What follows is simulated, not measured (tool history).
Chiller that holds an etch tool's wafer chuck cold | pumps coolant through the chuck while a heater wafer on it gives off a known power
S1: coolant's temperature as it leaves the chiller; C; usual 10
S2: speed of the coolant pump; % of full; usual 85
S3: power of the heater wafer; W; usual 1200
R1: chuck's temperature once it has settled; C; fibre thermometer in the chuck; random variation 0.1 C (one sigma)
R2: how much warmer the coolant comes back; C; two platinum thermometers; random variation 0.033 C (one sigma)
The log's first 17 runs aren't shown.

Run 18, hour 945.3: usual settings but S3 1593 W. Result: R1 23.0 C, R2 5.99 C.
Run 19, hour 1008.5: usual settings but S1 2 C, S2 82 % of full. Result: R1 12.0 C, R2 4.56 C.
Run 20, hour 1046.6: usual settings but S2 88 % of full, S3 1079 W. Result: R1 18.6 C, R2 3.73 C.
Run 21, hour 1085.4: usual settings but S2 88 % of full, S3 1079 W. Result: R1 18.5 C, R2 3.68 C.
Run 22, hour 1167.3: usual settings but S2 88 % of full, S3 1079 W. Result: R1 18.5 C, R2 3.71 C.
At hour 1174.6: chiller's thermometer calibrated.
Run 23, hour 1219.1: usual settings but S1 6 C, S2 88 % of full, S3 1387 W. Result: R1 17.2 C, R2 4.83 C.
Run 24, hour 1289.3: usual settings but S1 6 C, S2 70 % of full. Result: R1 17.2 C, R2 5.31 C.
Run 25, hour 1347.2: usual settings but S2 91 % of full, S3 1453 W. Result: R1 21.2 C, R2 4.81 C.
Run 26, hour 1389.4: usual settings but S2 88 % of full, S3 719 W. Result: R1 15.7 C, R2 2.29 C.
Run 27, hour 1465.6: usual settings but S2 88 % of full, S3 719 W. Result: R1 15.7 C, R2 2.28 C.
Run 28, hour 1502.1: usual settings but S2 88 % of full, S3 719 W. Result: R1 15.7 C, R2 2.25 C.
Run 29, hour 1561.9: usual settings but S1 11 C, S2 71 % of full, S3 794 W. Result: R1 18.4 C, R2 3.28 C.
Run 30, hour 1598.8: usual settings but S1 11 C, S2 71 % of full, S3 794 W. Result: R1 18.5 C, R2 3.25 C.
Run 31, hour 1643.8: usual settings but S1 11 C, S2 71 % of full, S3 1109 W. Result: R1 21.4 C, R2 4.81 C.
At hour 1692.4: gauge calibrated.
Run 32, hour 1697.5: usual settings but S1 16 C, S2 91 % of full, S3 1304 W. Result: R1 26.2 C, R2 4.73 C.

4 ways to go on from here, each from the tool as it stands after run 32. What would each give?
Run A, hour 1734.1: usual settings but S1 4 C, S2 98 % of full. Result: R1 ?, R2 ?.
Run B, hour 1734.1: usual settings but S1 4 C, S3 727 W. Result: R1 ?, R2 ?.
Run C, hour 1734.1: usual settings but S1 16 C, S2 94 % of full, S3 1601 W. Result: R1 ?, R2 ?.
Run D, hour 1734.1: usual settings but S1 16 C, S2 89 % of full, S3 1304 W. Result: R1 ?, R2 ?.

run    R1    R2
  A  12.8  4.02
  B  10.0  2.79
  C  28.1  5.59
  D  26.4  4.87
Without the tool's hidden state the same runs would have given:
run    R1    R2
  A  12.8  4.03
  B  10.0  2.80
  C  28.1  5.60
  D  26.3  4.88
